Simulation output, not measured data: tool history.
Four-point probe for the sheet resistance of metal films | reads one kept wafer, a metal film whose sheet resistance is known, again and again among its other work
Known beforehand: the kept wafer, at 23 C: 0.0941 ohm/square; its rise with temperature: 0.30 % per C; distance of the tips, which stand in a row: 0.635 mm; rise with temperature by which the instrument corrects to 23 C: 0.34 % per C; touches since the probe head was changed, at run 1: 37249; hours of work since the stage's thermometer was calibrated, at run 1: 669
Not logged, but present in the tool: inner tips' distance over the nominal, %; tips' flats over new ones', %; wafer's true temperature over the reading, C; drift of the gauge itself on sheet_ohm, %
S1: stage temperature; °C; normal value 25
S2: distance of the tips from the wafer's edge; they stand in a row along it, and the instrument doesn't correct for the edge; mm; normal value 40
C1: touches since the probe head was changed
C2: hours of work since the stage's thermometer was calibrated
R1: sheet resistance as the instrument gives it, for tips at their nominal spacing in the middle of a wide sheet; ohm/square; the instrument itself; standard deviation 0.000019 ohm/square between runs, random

run    hour  S1  S2      C1    C2        R1
  1       0  25  40   37249   669  0.094798
  2    32.1  25  40   39174   691   0.09477
  3    74.3  25   6   41704   721  0.095385
  4   107.8  25  45   43711   745  0.094849
  5   167.9  25  40   47310   787  0.094841
  6   226.1  25  40   50796   828  0.094896
  7   264.7  35  40   53111   855  0.094592
  8   303.6  25  40   55442   883  0.094924
  9   362.8  25  40   58988   924  0.094965
 10   389.6  25  40   60594   943  0.094976
 11   422.9  25  14   62593   967  0.095073
 12   454.6  25  14   64491   989  0.095071
 13   489.2  25  14   66563  1013  0.095114
      493.6  -- stage's thermometer calibrated
 14   545.3  23  40   69895    36  0.095113
 15   600.3  23  40   73192    75  0.095172
 16   632.4  23  40   75115    98  0.095191
 17   668.9  23  40   77301   124   0.09519
 18   714.5  24   8   80033   156  0.095503
 19   746.9  30  40   81973   179  0.095009
 20   806.1  30  40   85524   220  0.095042
      812.2  -- stage's thermometer calibrated, once more
 21   833.4  30  40   87128    15  0.094885
 22   891.1  34  28   90590    56  0.094803
 23   935.6  30  63   93251    87  0.094892
 24   990.4  30  63   96537   126  0.095013
 25  1039.7  27  63   99492   160  0.095111
 26  1087.5  25  18  102355   194  0.095222
 27    1128  23  11  104782   223  0.095408
 28  1184.5  23  11  108166   262   0.09545

Below are 5 alternative next runs, each starting from the tool's condition after run 28. Predict each:
  A  1235.2  23  30  111206  298   ?
  B  1235.2  25  23  111206  298   ?
  C  1235.2  21  16  111206  298   ?
  D  1235.2  18  10  111206  298   ?
  E  1235.2  30   3  111206  298   ?

run        R1
  A  0.095319
  B  0.095276
  C  0.095447
  D  0.095677
  E  0.097291
Without the tool's unlogged condition, the same runs would have read:
run        R1
  A  0.094126
  B  0.094083
  C  0.094252
  D  0.094478
  E  0.096076
